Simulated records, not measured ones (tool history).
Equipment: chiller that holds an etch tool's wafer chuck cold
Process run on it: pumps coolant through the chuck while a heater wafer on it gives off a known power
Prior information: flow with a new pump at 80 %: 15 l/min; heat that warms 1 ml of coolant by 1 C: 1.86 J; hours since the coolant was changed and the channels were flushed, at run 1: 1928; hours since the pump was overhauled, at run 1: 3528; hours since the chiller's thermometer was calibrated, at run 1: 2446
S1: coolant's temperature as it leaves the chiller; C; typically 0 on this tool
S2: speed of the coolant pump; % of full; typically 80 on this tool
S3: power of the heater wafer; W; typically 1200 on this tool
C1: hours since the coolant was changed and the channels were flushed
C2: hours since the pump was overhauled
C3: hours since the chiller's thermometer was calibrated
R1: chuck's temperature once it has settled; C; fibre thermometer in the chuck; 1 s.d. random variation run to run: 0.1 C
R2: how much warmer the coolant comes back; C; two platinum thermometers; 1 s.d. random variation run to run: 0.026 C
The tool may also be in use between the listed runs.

run,hour,S1,S2,S3,C1,C2,C3,R1,R2
1,0.0,0,80,1200,1928,3528,2446,10.3,2.57
# hour 164.5: chiller's thermometer calibrated
2,191.7,0,80,1200,2119,3719,27,10.4,2.49
3,284.3,0,80,1200,2211,3812,120,10.5,2.52
4,476.6,0,80,1200,2404,4004,312,10.6,2.49
5,565.8,0,80,1200,2493,4093,401,10.2,2.47
6,704.6,0,80,1200,2632,4232,540,10.4,2.46
7,864.2,0,80,1200,2791,4392,700,10.2,2.39
8,993.3,-5,80,1200,2920,4521,829,5.5,2.38
9,1112.6,-5,80,1200,3040,4640,948,5.4,2.36
10,1299.4,0,80,777,3227,4827,1135,6.8,1.38
11,1417.9,-7,80,777,3345,4945,1253,-0.3,1.38
12,1506.7,-4,80,1200,3434,5034,1342,6.4,2.29
13,1711.9,-4,80,1200,3639,5239,1547,6.3,2.23
14,1869.6,0,80,1200,3797,5397,1705,10.5,2.19
15,1995.8,0,80,1200,3923,5523,1831,10.5,2.18
# hour 2028.7: gauge calibrated
16,2150.4,0,80,1200,4078,5678,1986,10.4,2.56
17,2333.1,0,80,1200,4260,5861,2169,10.5,2.50
# hour 2357.6: coolant changed, channels flushed
18,2465.9,6,61,1346,108,5987,2295,20.5,3.92
19,2623.2,-2,76,679,266,6145,2453,4.1,1.42
20,2746.9,-3,80,1771,389,6268,2576,12.5,3.63
# hour 2777.2: chiller's thermometer calibrated
21,2944.4,7,66,1771,586,6465,167,24.7,4.51
22,3140.6,7,66,1771,782,6661,363,24.9,4.52
23,3263.2,-4,66,646,905,6784,486,2.6,1.44
24,3384.1,-4,66,646,1026,6905,607,2.6,1.47
# hour 3444.7: coolant pump overhauled
25,3583.4,-4,66,646,1220,139,801,2.5,1.36
26,3673.3,-4,66,646,1310,229,891,2.6,1.38
27,3878.6,8,80,1200,1515,434,1096,18.4,2.17
28,4029.7,8,69,1210,1666,585,1248,19.7,2.64
29,4207.4,-6,89,644,1844,763,1425,-1.1,0.74
30,4364.8,8,80,709,2001,920,1583,14.0,0.96
31,4540.2,8,80,709,2177,1096,1758,14.1,0.97
32,4711.2,0,82,1137,2348,1267,1929,9.6,1.80

Below are 4 alternative next runs, each starting from the tool's condition after run 32. Predict each:
A,4845.2,0,80,1724,2482,1401,2063,?,?
B,4845.2,5,60,1268,2482,1401,2063,?,?
C,4845.2,-10,80,821,2482,1401,2063,?,?
D,4845.2,0,80,1131,2482,1401,2063,?,?

run,R1,R2
A,15.2,3.13
B,18.8,3.18
C,-2.9,1.16
D,9.7,1.85
With the hidden condition removed and each run's random variation left untouched, the same runs would have given:
run,R1,R2
A,15.2,3.72
B,18.8,3.77
C,-2.9,1.75
D,9.7,2.44
